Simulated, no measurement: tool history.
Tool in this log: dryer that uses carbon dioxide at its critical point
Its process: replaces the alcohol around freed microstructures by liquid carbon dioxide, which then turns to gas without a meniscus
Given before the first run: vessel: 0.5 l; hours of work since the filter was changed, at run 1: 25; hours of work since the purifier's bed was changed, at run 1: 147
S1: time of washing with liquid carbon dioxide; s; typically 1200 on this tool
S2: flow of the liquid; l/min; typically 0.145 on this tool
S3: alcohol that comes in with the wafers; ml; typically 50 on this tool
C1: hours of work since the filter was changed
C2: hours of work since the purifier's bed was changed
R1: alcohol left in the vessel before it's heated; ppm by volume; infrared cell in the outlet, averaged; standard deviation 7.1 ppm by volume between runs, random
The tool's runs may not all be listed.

| run | day | S1 | S2 | S3 | C1 | C2 | R1 |
|---|---|---|---|---|---|---|---|
| 1 | 0 | 1200 | 0.145 | 50 | 25 | 147 | 366 |
| 2 | 0.783 | 1200 | 0.145 | 50 | 33 | 154 | 364 |
| 3 | 1.55 | 1200 | 0.145 | 50 | 41 | 162 | 372 |
| 4 | 2.496 | 1200 | 0.145 | 50 | 50 | 171 | 383 |
| 5 | 3.067 | 1200 | 0.145 | 50 | 55 | 177 | 369 |
| 6 | 3.496 | 1200 | 0.145 | 50 | 60 | 181 | 397 |
| 7 | 4.3 | 1200 | 0.145 | 21 | 68 | 189 | 176 |
| 8 | 5.15 | 1200 | 0.145 | 21 | 76 | 197 | 185 |
| 9 | 5.733 | 1200 | 0.145 | 82 | 82 | 203 | 636 |
| 10 | 6.204 | 1200 | 0.145 | 82 | 86 | 207 | 687 |
| 11 | 7.029 | 960 | 0.145 | 50 | 94 | 216 | 1220 |
| 12 | 7.788 | 1860 | 0.117 | 45 | 102 | 223 | 100 |
| 13 | 8.179 | 1860 | 0.117 | 45 | 106 | 227 | 112 |
| 14 | 9.079 | 1860 | 0.087 | 38 | 114 | 236 | 476 |
| 15 | 9.938 | 1020 | 0.101 | 28 | 123 | 244 | 2229 |
| 16 | 10.833 | 1800 | 0.102 | 60 | 132 | 253 | 381 |
| 17 | 11.662 | 1800 | 0.102 | 60 | 140 | 261 | 388 |
| 18 | 12.558 | 1560 | 0.207 | 25 | 149 | 270 | 13 |
| 19 | 13 | 1200 | 0.181 | 50 | 153 | 274 | 148 |
| 20 | 13.792 | 900 | 0.184 | 96 | 161 | 282 | 1098 |
| 21 | 14.667 | 720 | 0.096 | 50 | 169 | 290 | 11810 |
| 22 | 15.546 | 720 | 0.096 | 50 | 178 | 299 | 11492 |

Here are 5 independent what-if runs from the current tool condition. What would each one return?
| A | 16.312 | 780 | 0.228 | 34 | 185 | 307 | ? |
| B | 16.312 | 960 | 0.101 | 38 | 185 | 307 | ? |
| C | 16.312 | 1680 | 0.161 | 100 | 185 | 307 | ? |
| D | 16.312 | 1560 | 0.245 | 50 | 185 | 307 | ? |
| E | 16.312 | 1200 | 0.206 | 50 | 185 | 307 | ? |

| run | R1 |
|---|---|
| A | 321 |
| B | 3825 |
| C | 64 |
| D | 27 |
| E | 73 |
The same runs, with their run-to-run variation unchanged, on a tool lacking any hidden condition would have given:
| run | R1 |
|---|---|
| A | 212 |
| B | 3114 |
| C | 28 |
| D | 10 |
| E | 35 |
